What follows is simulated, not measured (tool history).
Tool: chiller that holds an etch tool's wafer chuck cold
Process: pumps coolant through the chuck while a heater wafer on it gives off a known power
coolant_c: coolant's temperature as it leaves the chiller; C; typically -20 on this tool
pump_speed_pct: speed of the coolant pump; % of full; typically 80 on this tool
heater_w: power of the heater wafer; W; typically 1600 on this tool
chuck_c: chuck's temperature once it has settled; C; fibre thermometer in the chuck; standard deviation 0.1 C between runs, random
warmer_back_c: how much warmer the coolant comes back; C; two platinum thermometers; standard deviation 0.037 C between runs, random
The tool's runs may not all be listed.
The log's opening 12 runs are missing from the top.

run   hour  coolant_c  pump_speed_pct  heater_w  chuck_c  warmer_back_c
 13  368.4        -20              80      1600      0.2           7.12
 14  404.8        -20              80      1600      0.2           7.18
 15  429.2        -20              80      1600      0.1           7.17
 16  467.1        -20              80      1129     -5.7           5.02
 17  494.3        -23              80      1129     -8.7           5.10
 18  512.8        -20              65      1600      4.2           9.01
 19  541.8        -10              80      1600     10.0           7.17
 20  571.3        -20              80       925     -8.2           4.13
 21  610.5        -20              80       925     -8.3           4.18
 22  640.5        -20              70      1486      1.4           7.70
 23  682.5        -20              70      1486      1.1           7.73
 24  707.5        -14              95      2174      9.5           8.06
 25  724.6        -14              95      2174      9.8           8.01
 26  759.9        -12              83      1073      1.1           4.64
 27  777.1        -25              67      1739      1.1           9.49
 28  811.5        -27              89       816    -17.5           3.30
 29  843.5        -27              89       816    -17.7           3.30
 30  882.8        -27              89       816    -17.6           3.30
 31  909.1        -20              61      1600      6.0           9.62

Predict each of these 3 candidate next runs independently; none follows another, all start after run 31:
  A  945.8        -25              69      1602        ?              ?
  B  945.8        -15              61      1874        ?              ?
  C  945.8        -29              80      1600        ?              ?

run  chuck_c  warmer_back_c
  A     -1.6           8.49
  B     15.6          11.37
  C     -8.5           7.23
With the hidden condition removed and each run's random variation left untouched, the same runs would have given:
run  chuck_c  warmer_back_c
  A     -4.1           8.33
  B     12.3          11.15
  C    -10.7           7.09
